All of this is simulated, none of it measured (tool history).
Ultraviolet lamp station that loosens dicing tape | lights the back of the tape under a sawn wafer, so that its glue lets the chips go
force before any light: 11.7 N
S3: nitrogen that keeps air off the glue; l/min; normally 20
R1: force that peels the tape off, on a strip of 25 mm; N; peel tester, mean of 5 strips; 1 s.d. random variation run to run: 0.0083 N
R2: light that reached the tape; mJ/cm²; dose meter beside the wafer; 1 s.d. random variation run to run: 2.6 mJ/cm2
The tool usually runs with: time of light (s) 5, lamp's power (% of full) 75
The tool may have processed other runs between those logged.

run 1 hour=0 | time_of_light_(s)=5 lamp's_power_(%_of_full)=75 S3=20 | R1=0.477 R2=274
run 2 hour=24 | time_of_light_(s)=5 lamp's_power_(%_of_full)=75 S3=20 | R1=0.486 R2=272
run 3 hour=37.6 | time_of_light_(s)=5 lamp's_power_(%_of_full)=75 S3=20 | R1=0.482 R2=271
run 4 hour=62.5 | time_of_light_(s)=5 lamp's_power_(%_of_full)=75 S3=20 | R1=0.481 R2=268
run 5 hour=92.6 | time_of_light_(s)=5 lamp's_power_(%_of_full)=69 S3=20 | R1=0.601 R2=246
run 6 hour=108.3 | time_of_light_(s)=5 lamp's_power_(%_of_full)=75 S3=20 | R1=0.504 R2=263
run 7 hour=138.7 | time_of_light_(s)=5 lamp's_power_(%_of_full)=75 S3=20 | R1=0.5 R2=262
-- hour=140.6 window cleaned of glue's vapour
run 8 hour=170.1 | time_of_light_(s)=5 lamp's_power_(%_of_full)=75 S3=20 | R1=0.548 R2=249
-- hour=188.8 window cleaned of glue's vapour, once more
run 9 hour=201 | time_of_light_(s)=4 lamp's_power_(%_of_full)=80 S3=9 | R1=1.135 R2=258
run 10 hour=229.9 | time_of_light_(s)=3 lamp's_power_(%_of_full)=69 S3=10 | R1=2.385 R2=165

Run 11, settings as shown, results not yet in. Your forecast:
run 11 hour=254.6 | time_of_light_(s)=5 lamp's_power_(%_of_full)=71 S3=20 | R1=? R2=?

{"run 11": {"R1": 0.454, "R2": 280}}
Minus the tool's unlogged condition, the same run would have read R1 0.379 N, R2 303 mJ/cm².

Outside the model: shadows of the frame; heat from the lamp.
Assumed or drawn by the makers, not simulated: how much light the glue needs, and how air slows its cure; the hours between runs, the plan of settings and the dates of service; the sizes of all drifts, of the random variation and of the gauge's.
